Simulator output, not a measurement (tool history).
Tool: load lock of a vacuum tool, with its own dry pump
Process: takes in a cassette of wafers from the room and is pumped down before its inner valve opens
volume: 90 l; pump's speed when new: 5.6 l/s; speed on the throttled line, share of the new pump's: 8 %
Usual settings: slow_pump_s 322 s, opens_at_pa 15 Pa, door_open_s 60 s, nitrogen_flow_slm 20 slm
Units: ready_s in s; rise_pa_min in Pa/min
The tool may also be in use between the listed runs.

| run | hour | slow_pump_s | opens_at_pa | door_open_s | nitrogen_flow_slm | incoming humidity of the room's air, % | ready_s | rise_pa_min |
|---|---|---|---|---|---|---|---|---|
| 1 | 0 | 322 | 15 | 60 | 20 | 44.7 | 437.9 | 0.035 |
| 2 | 80.5 | 322 | 15 | 60 | 20 | 43.2 | 437.9 | 0.037 |
| 3 | 184.2 | 322 | 15 | 60 | 20 | 47.4 | 439.3 | 0.033 |
| 4 | 266.8 | 322 | 15 | 60 | 20 | 44.8 | 437.5 | 0.037 |
| 5 | 336.6 | 322 | 15 | 60 | 12 | 47.2 | 438.3 | 0.049 |
| 6 | 459.8 | 322 | 15 | 60 | 20 | 45 | 438.2 | 0.039 |
| 7 | 572 | 322 | 15 | 60 | 20 | 42.8 | 437.6 | 0.031 |
| 8 | 702.9 | 322 | 15 | 60 | 20 | 44.4 | 438.2 | 0.04 |
| 9 | 770.7 | 322 | 15 | 60 | 20 | 41.6 | 437.4 | 0.033 |
| 10 | 858.9 | 322 | 15 | 40 | 20 | 43.4 | 436.9 | 0.028 |
| 11 | 985.1 | 322 | 15 | 40 | 20 | 42.1 | 437.4 | 0.022 |
| 12 | 1114 | 322 | 15 | 40 | 20 | 43.6 | 438.8 | 0.025 |
| 13 | 1236.8 | 322 | 21 | 40 | 20 | 41.2 | 432 | 0.027 |
| 14 | 1292.9 | 322 | 21 | 40 | 20 | 45.3 | 429.8 | 0.027 |
| 15 | 1418.9 | 322 | 15 | 60 | 20 | 43.3 | 437.3 | 0.038 |
| 16 | 1503.2 | 322 | 15 | 60 | 20 | 41.9 | 437.6 | 0.034 |
| 17 | 1600.5 | 322 | 15 | 60 | 20 | 43.4 | 439 | 0.041 |
| 18 | 1725.7 | 322 | 15 | 60 | 22 | 47 | 440.7 | 0.041 |
| 19 | 1789.8 | 322 | 15 | 60 | 22 | 45.4 | 438.9 | 0.034 |
| 20 | 1902.4 | 317 | 26 | 40 | 29 | 47 | 425.6 | 0.025 |
| 21 | 1972.5 | 310 | 24 | 52 | 12 | 43.5 | 420.8 | 0.045 |
| 22 | 2099.1 | 310 | 24 | 52 | 12 | 46.8 | 422.4 | 0.038 |
| 23 | 2183.3 | 182 | 15 | 41 | 20 | 42.7 | 310.7 | 0.023 |
| 24 | 2283.7 | 322 | 15 | 29 | 42 | 43.7 | 437.2 | 0.011 |
| 25 | 2348.5 | 322 | 15 | 31 | 20 | 41.9 | 440.4 | 0.021 |
| 26 | 2428.8 | 322 | 11 | 31 | 39 | 47.8 | 442.7 | 0.015 |
| 27 | 2547.8 | 542 | 29 | 203 | 20 | 42.9 | 626.9 | 0.082 |
| 28 | 2632.8 | 542 | 20 | 37 | 20 | 44.1 | 631.8 | 0.027 |
| 29 | 2717.6 | 179 | 26 | 25 | 20 | 43.7 | 299.2 | 0.016 |
| 30 | 2829.4 | 179 | 26 | 25 | 20 | 46.5 | 298.2 | 0.014 |
| 31 | 2943.2 | 179 | 26 | 25 | 20 | 47 | 298.2 | 0.02 |
| 32 | 2996.8 | 322 | 15 | 60 | 34 | 46.8 | 439.6 | 0.031 |
| 33 | 3077.1 | 322 | 30 | 34 | 12 | 45.1 | 429.1 | 0.031 |
| 34 | 3176.1 | 322 | 25 | 60 | 20 | 41.8 | 428.5 | 0.032 |
| 35 | 3284.7 | 305 | 25 | 33 | 20 | 42.3 | 411.4 | 0.026 |
| 36 | 3409.5 | 216 | 10 | 44 | 10 | 47.1 | 346.7 | 0.04 |
| 37 | 3481.6 | 425 | 20 | 59 | 24 | 45.7 | 524.1 | 0.036 |
| 38 | 3589.9 | 322 | 15 | 60 | 10 | 43.9 | 439.1 | 0.047 |

3 ways to go on from here, each from the tool as it stands after run 38. What would each give?
| A | 3702.5 | 322 | 15 | 60 | 37 | 45.6 | ? | ? |
| B | 3702.5 | 322 | 30 | 60 | 38 | 47.5 | ? | ? |
| C | 3702.5 | 178 | 15 | 60 | 10 | 45 | ? | ? |

| run | ready_s | rise_pa_min |
|---|---|---|
| A | 439.9 | 0.026 |
| B | 426.2 | 0.035 |
| C | 304.9 | 0.047 |
Without the tool's hidden state the same runs would have given:
| run | ready_s | rise_pa_min |
|---|---|---|
| A | 439.8 | 0.025 |
| B | 426.1 | 0.034 |
| C | 304.9 | 0.046 |
